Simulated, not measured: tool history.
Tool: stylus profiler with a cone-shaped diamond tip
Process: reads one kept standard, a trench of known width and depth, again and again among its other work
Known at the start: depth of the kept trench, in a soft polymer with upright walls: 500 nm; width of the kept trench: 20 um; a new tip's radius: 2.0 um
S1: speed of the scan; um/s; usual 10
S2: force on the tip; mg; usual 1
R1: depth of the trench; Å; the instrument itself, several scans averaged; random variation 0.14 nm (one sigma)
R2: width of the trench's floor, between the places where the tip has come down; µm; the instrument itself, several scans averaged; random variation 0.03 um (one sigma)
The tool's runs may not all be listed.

Run 1, hour 0: usual settings. Result: R1 5033.5 Å, R2 17.14 µm.
Run 2, hour 13.3: usual settings. Result: R1 5032.6 Å, R2 17.12 µm.
Run 3, hour 23: usual settings but S1 8 um/s. Result: R1 5032.4 Å, R2 17.08 µm.
Run 4, hour 31.4: usual settings but S2 2.3 mg. Result: R1 5053.6 Å, R2 17.1 µm.
Run 5, hour 45.1: usual settings but S2 2.3 mg. Result: R1 5055.2 Å, R2 17.17 µm.
Run 6, hour 56.6: usual settings but S2 0.58 mg. Result: R1 5024.1 Å, R2 17.1 µm.
Run 7, hour 66.5: usual settings but S2 0.58 mg. Result: R1 5022 Å, R2 17.12 µm.
Run 8, hour 80.3: usual settings. Result: R1 5030.8 Å, R2 17.14 µm.
Run 9, hour 94.6: usual settings. Result: R1 5031.7 Å, R2 17.09 µm.
Run 10, hour 104.7: usual settings. Result: R1 5035 Å, R2 17.09 µm.
Run 11, hour 118.9: usual settings. Result: R1 5031.1 Å, R2 17.05 µm.
Run 12, hour 130.5: usual settings. Result: R1 5035.2 Å, R2 17.07 µm.
Run 13, hour 137.6: usual settings. Result: R1 5033.1 Å, R2 17.08 µm.
Run 14, hour 148.2: usual settings. Result: R1 5033.8 Å, R2 17.1 µm.
Run 15, hour 155.6: usual settings but S1 5 um/s. Result: R1 5032.7 Å, R2 17.1 µm.
Run 16, hour 164.1: usual settings but S1 5 um/s. Result: R1 5032.5 Å, R2 17.1 µm.
At hour 165.5: height scale calibrated on a step standard.
Run 17, hour 171.6: usual settings but S1 5 um/s. Result: R1 5037.7 Å, R2 17.06 µm.
Run 18, hour 177.9: usual settings but S1 5 um/s. Result: R1 5034.8 Å, R2 17.12 µm.
Run 19, hour 190.9: usual settings but S1 5 um/s. Result: R1 5035.8 Å, R2 17.08 µm.
At hour 192.7: height scale calibrated on a step standard, once more.
Run 20, hour 198.6: usual settings but S1 5 um/s. Result: R1 5030.3 Å, R2 17.1 µm.
Run 21, hour 205.5: usual settings but S1 5 um/s. Result: R1 5030.3 Å, R2 17.04 µm.
Run 22, hour 218.1: usual settings but S1 5 um/s. Result: R1 5026.1 Å, R2 17.07 µm.
Run 23, hour 233.3: usual settings but S1 5 um/s. Result: R1 5027.4 Å, R2 17.13 µm.
Run 24, hour 241.4: usual settings but S1 22 um/s, S2 1.02 mg. Result: R1 5027.6 Å, R2 16.96 µm.
Run 25, hour 249.6: usual settings but S1 5 um/s, S2 0.94 mg. Result: R1 5026.8 Å, R2 17.05 µm.
Run 26, hour 262.4: usual settings but S1 5 um/s, S2 2.78 mg. Result: R1 5057 Å, R2 17.05 µm.
Run 27, hour 272.3: usual settings but S1 4 um/s, S2 1.66 mg. Result: R1 5038.9 Å, R2 17.05 µm.
Run 28, hour 282: usual settings but S1 5 um/s, S2 1.01 mg. Result: R1 5027.9 Å, R2 17.06 µm.
Run 29, hour 292.7: usual settings but S1 5 um/s, S2 1.01 mg. Result: R1 5029.7 Å, R2 17.01 µm.
Run 30, hour 299.8: usual settings but S1 13 um/s, S2 2 mg. Result: R1 5045.9 Å, R2 17.02 µm.

Run 31 comes next. What will it give?
Run 31, hour 306.3: usual settings but S1 13 um/s, S2 2 mg. Result: R1 ?, R2 ?.

Run 31 gave R1 5044.5 Å, R2 17.01 µm.
Without the tool's hidden state the same run would have given R1 5044.9 Å, R2 17.29 µm.
